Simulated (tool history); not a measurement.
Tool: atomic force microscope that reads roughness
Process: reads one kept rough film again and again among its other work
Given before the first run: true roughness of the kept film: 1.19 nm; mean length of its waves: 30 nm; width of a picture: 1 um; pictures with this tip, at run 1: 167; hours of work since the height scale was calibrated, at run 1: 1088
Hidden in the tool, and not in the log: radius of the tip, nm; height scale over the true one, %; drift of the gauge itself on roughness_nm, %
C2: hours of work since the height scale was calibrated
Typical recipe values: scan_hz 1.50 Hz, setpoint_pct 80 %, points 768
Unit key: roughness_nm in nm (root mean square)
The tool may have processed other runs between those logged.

{"run": 1, "day": 0.0, "scan_hz": 1.5, "setpoint_pct": 80, "points": 768, "pictures with this tip": 167, "C2": 1088, "roughness_nm": 1.028}
{"run": 2, "day": 1.471, "scan_hz": 1.5, "setpoint_pct": 80, "points": 768, "pictures with this tip": 214, "C2": 1107, "roughness_nm": 1.028}
{"day": 2.062, "done": "new tip fitted"}
{"run": 3, "day": 3.433, "scan_hz": 1.5, "setpoint_pct": 80, "points": 768, "pictures with this tip": 44, "C2": 1133, "roughness_nm": 1.07}
{"run": 4, "day": 5.846, "scan_hz": 1.5, "setpoint_pct": 80, "points": 768, "pictures with this tip": 121, "C2": 1166, "roughness_nm": 1.044}
{"run": 5, "day": 7.933, "scan_hz": 1.5, "setpoint_pct": 72, "points": 768, "pictures with this tip": 188, "C2": 1194, "roughness_nm": 1.058}
{"day": 9.329, "done": "new tip fitted"}
{"run": 6, "day": 10.054, "scan_hz": 1.5, "setpoint_pct": 72, "points": 768, "pictures with this tip": 24, "C2": 1222, "roughness_nm": 1.093}
{"run": 7, "day": 12.542, "scan_hz": 1.5, "setpoint_pct": 81, "points": 768, "pictures with this tip": 103, "C2": 1255, "roughness_nm": 1.058}
{"run": 8, "day": 15.012, "scan_hz": 1.5, "setpoint_pct": 80, "points": 827, "pictures with this tip": 183, "C2": 1289, "roughness_nm": 1.04}
{"run": 9, "day": 16.212, "scan_hz": 1.5, "setpoint_pct": 80, "points": 768, "pictures with this tip": 221, "C2": 1305, "roughness_nm": 1.029}
{"day": 16.65, "done": "new tip fitted"}
{"run": 10, "day": 18.604, "scan_hz": 1.25, "setpoint_pct": 80, "points": 768, "pictures with this tip": 63, "C2": 1337, "roughness_nm": 1.073}
{"run": 11, "day": 20.092, "scan_hz": 1.25, "setpoint_pct": 80, "points": 768, "pictures with this tip": 110, "C2": 1357, "roughness_nm": 1.059}
{"run": 12, "day": 22.079, "scan_hz": 1.5, "setpoint_pct": 69, "points": 961, "pictures with this tip": 174, "C2": 1383, "roughness_nm": 1.072}
{"run": 13, "day": 23.746, "scan_hz": 1.5, "setpoint_pct": 69, "points": 961, "pictures with this tip": 228, "C2": 1406, "roughness_nm": 1.067}
{"day": 24.033, "done": "new tip fitted"}
{"run": 14, "day": 25.254, "scan_hz": 1.5, "setpoint_pct": 80, "points": 577, "pictures with this tip": 39, "C2": 1426, "roughness_nm": 1.059}
{"run": 15, "day": 27.25, "scan_hz": 0.94, "setpoint_pct": 84, "points": 969, "pictures with this tip": 103, "C2": 1452, "roughness_nm": 1.067}
{"run": 16, "day": 28.779, "scan_hz": 2.01, "setpoint_pct": 57, "points": 575, "pictures with this tip": 153, "C2": 1473, "roughness_nm": 1.092}
{"run": 17, "day": 29.929, "scan_hz": 3.81, "setpoint_pct": 88, "points": 768, "pictures with this tip": 190, "C2": 1488, "roughness_nm": 0.856}
{"day": 31.404, "done": "new tip fitted"}
{"run": 18, "day": 31.858, "scan_hz": 2.35, "setpoint_pct": 71, "points": 768, "pictures with this tip": 15, "C2": 1514, "roughness_nm": 1.075}
{"run": 19, "day": 34.392, "scan_hz": 2.35, "setpoint_pct": 71, "points": 768, "pictures with this tip": 96, "C2": 1548, "roughness_nm": 1.063}
{"run": 20, "day": 35.942, "scan_hz": 1.5, "setpoint_pct": 68, "points": 300, "pictures with this tip": 146, "C2": 1569, "roughness_nm": 1.077}
{"run": 21, "day": 37.05, "scan_hz": 1.5, "setpoint_pct": 68, "points": 300, "pictures with this tip": 182, "C2": 1584, "roughness_nm": 1.068}

Alternative continuations, all from the tool just after run 21; predict every row:
{"run": "A", "day": 38.267, "scan_hz": 0.92, "setpoint_pct": 62, "points": 288, "pictures with this tip": 221, "C2": 1600, "roughness_nm": "?"}
{"run": "B", "day": 38.267, "scan_hz": 1.5, "setpoint_pct": 73, "points": 768, "pictures with this tip": 221, "C2": 1600, "roughness_nm": "?"}
{"run": "C", "day": 38.267, "scan_hz": 0.57, "setpoint_pct": 79, "points": 701, "pictures with this tip": 221, "C2": 1600, "roughness_nm": "?"}
{"run": "D", "day": 38.267, "scan_hz": 1.99, "setpoint_pct": 77, "points": 884, "pictures with this tip": 221, "C2": 1600, "roughness_nm": "?"}

run=A roughness_nm=1.084
run=B roughness_nm=1.055
run=C roughness_nm=1.080
run=D roughness_nm=1.010
With the hidden condition removed and each run's random variation left untouched, the same runs would have given:
run=A roughness_nm=1.122
run=B roughness_nm=1.092
run=C roughness_nm=1.118
run=D roughness_nm=1.045

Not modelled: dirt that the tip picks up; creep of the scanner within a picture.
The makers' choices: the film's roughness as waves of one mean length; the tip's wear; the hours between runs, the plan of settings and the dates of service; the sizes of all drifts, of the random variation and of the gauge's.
